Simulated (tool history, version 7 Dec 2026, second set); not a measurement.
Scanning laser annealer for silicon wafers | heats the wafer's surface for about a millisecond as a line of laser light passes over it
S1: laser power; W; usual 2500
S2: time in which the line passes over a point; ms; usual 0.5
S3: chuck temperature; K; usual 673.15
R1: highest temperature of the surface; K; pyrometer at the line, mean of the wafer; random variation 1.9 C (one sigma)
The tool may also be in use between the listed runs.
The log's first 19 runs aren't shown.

{"run": 20, "hour": 589.9, "S1": 2152, "S2": 0.5, "S3": 673.15, "R1": 1233.15}
{"run": 21, "hour": 624.4, "S1": 2500, "S2": 0.474, "S3": 638.15, "R1": 1289.15}
{"run": 22, "hour": 652.8, "S1": 2500, "S2": 0.474, "S3": 638.15, "R1": 1286.15}
{"run": 23, "hour": 678.4, "S1": 2500, "S2": 0.5, "S3": 693.15, "R1": 1355.15}
{"run": 24, "hour": 715.0, "S1": 2439, "S2": 0.5, "S3": 673.15, "R1": 1313.15}
{"run": 25, "hour": 737.7, "S1": 2439, "S2": 0.5, "S3": 673.15, "R1": 1314.15}
{"run": 26, "hour": 769.1, "S1": 2265, "S2": 0.604, "S3": 639.15, "R1": 1276.15}
{"run": 27, "hour": 810.7, "S1": 2265, "S2": 0.604, "S3": 639.15, "R1": 1272.15}
{"run": 28, "hour": 848.9, "S1": 2389, "S2": 0.496, "S3": 692.15, "R1": 1309.15}
{"hour": 863.2, "done": "optics aligned, line set to its width"}
{"run": 29, "hour": 877.7, "S1": 2500, "S2": 0.576, "S3": 673.15, "R1": 1385.15}
{"run": 30, "hour": 902.3, "S1": 2500, "S2": 0.576, "S3": 673.15, "R1": 1381.15}
{"run": 31, "hour": 944.9, "S1": 2500, "S2": 0.531, "S3": 677.15, "R1": 1362.15}
{"run": 32, "hour": 972.3, "S1": 2500, "S2": 0.492, "S3": 706.15, "R1": 1367.15}
{"run": 33, "hour": 996.3, "S1": 2500, "S2": 0.492, "S3": 706.15, "R1": 1367.15}
{"run": 34, "hour": 1036.4, "S1": 2455, "S2": 0.595, "S3": 657.15, "R1": 1354.15}
{"run": 35, "hour": 1062.0, "S1": 2455, "S2": 0.595, "S3": 657.15, "R1": 1356.15}
{"run": 36, "hour": 1095.4, "S1": 2560, "S2": 0.351, "S3": 690.15, "R1": 1273.15}
{"run": 37, "hour": 1131.3, "S1": 2702, "S2": 0.445, "S3": 696.15, "R1": 1380.15}
{"run": 38, "hour": 1172.4, "S1": 2446, "S2": 0.582, "S3": 647.15, "R1": 1327.15}

Forecast each of these 5 alternatives for the next run:
{"run": "A", "hour": 1191.5, "S1": 2500, "S2": 0.386, "S3": 673.15, "R1": "?"}
{"run": "B", "hour": 1191.5, "S1": 2586, "S2": 0.356, "S3": 646.15, "R1": "?"}
{"run": "C", "hour": 1191.5, "S1": 2309, "S2": 0.389, "S3": 647.15, "R1": "?"}
{"run": "D", "hour": 1191.5, "S1": 2446, "S2": 0.582, "S3": 708.15, "R1": "?"}
{"run": "E", "hour": 1191.5, "S1": 2500, "S2": 0.489, "S3": 685.15, "R1": "?"}

run=A R1=1258.15
run=B R1=1233.15
run=C R1=1180.15
run=D R1=1387.15
run=E R1=1331.15
Without the tool's hidden state the same runs would have given:
run=A R1=1304.15
run=B R1=1279.15
run=C R1=1222.15
run=D R1=1440.15
run=E R1=1382.15
